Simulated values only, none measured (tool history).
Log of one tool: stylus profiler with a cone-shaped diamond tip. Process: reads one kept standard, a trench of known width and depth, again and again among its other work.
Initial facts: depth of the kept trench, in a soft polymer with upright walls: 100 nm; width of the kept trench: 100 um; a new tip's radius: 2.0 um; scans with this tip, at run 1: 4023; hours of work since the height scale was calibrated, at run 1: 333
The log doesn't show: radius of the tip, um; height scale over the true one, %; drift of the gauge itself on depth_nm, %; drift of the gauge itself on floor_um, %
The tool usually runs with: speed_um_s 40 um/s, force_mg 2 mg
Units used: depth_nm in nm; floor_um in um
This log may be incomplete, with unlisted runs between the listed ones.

run	hour	speed_um_s	force_mg	scans with this tip	hours of work since the height scale was calibrated	depth_nm	floor_um
1	0	40	2	4023	333	100.59	98.3
2	75.8	51	2	4605	381	100.73	98.19
3	146.2	11	2	5145	426	100.8	98.51
4	193.3	11	2	5507	456	100.66	98.49
5	231.7	11	2	5802	480	100.8	98.49
6	301.8	40	2	6340	524	100.69	98.27
7	353.1	40	2	6735	557	100.83	98.22
8	424.8	40	2	7285	603	100.77	98.18
9	499.9	40	2.79	7862	650	100.93	98.29
10	560.3	40	2.79	8326	689	100.96	98.21
11	627.8	40	2.79	8844	732	100.95	98.2
12	693.9	11	0.83	9352	774	100.49	98.34
13	744.7	69	4.48	9742	806	101.07	98.18
14	807	39	1.59	10220	845	100.69	98.11
15	841.4	39	1.54	10484	867	100.83	98.1
16	893.8	143	5.89	10887	900	101.4	97.83
17	958.9	143	5.89	11387	942	101.48	97.81
18	999.1	115	3.2	11696	967	101.07	97.72
19	1056.5	85	0.68	12136	1004	100.54	97.28
20	1087.9	40	1.98	12377	1024	100.82	98.06
21	1143.7	11	4.72	12806	1059	101.28	98.36
22	1201.2	12	2.88	13248	1096	100.97	98.24

Below, each run's measurement less what the same run would have read without the hidden state. Both values contain the same run-to-run variation, but the gauge's scatter may not be the same in both:
run	depth_nm	floor_um
1	+0.09	-0.14
2	+0.11	-0.17
3	+0.12	-0.18
4	+0.12	-0.19
5	+0.13	-0.2
6	+0.15	-0.22
7	+0.15	-0.23
8	+0.18	-0.25
9	+0.19	-0.27
10	+0.2	-0.28
11	+0.22	-0.3
12	+0.23	-0.31
13	+0.24	-0.32
14	+0.25	-0.33
15	+0.26	-0.34
16	+0.26	-0.35
17	+0.28	-0.37
18	+0.29	-0.38
19	+0.3	-0.39
20	+0.31	-0.4
21	+0.32	-0.41
22	+0.33	-0.42

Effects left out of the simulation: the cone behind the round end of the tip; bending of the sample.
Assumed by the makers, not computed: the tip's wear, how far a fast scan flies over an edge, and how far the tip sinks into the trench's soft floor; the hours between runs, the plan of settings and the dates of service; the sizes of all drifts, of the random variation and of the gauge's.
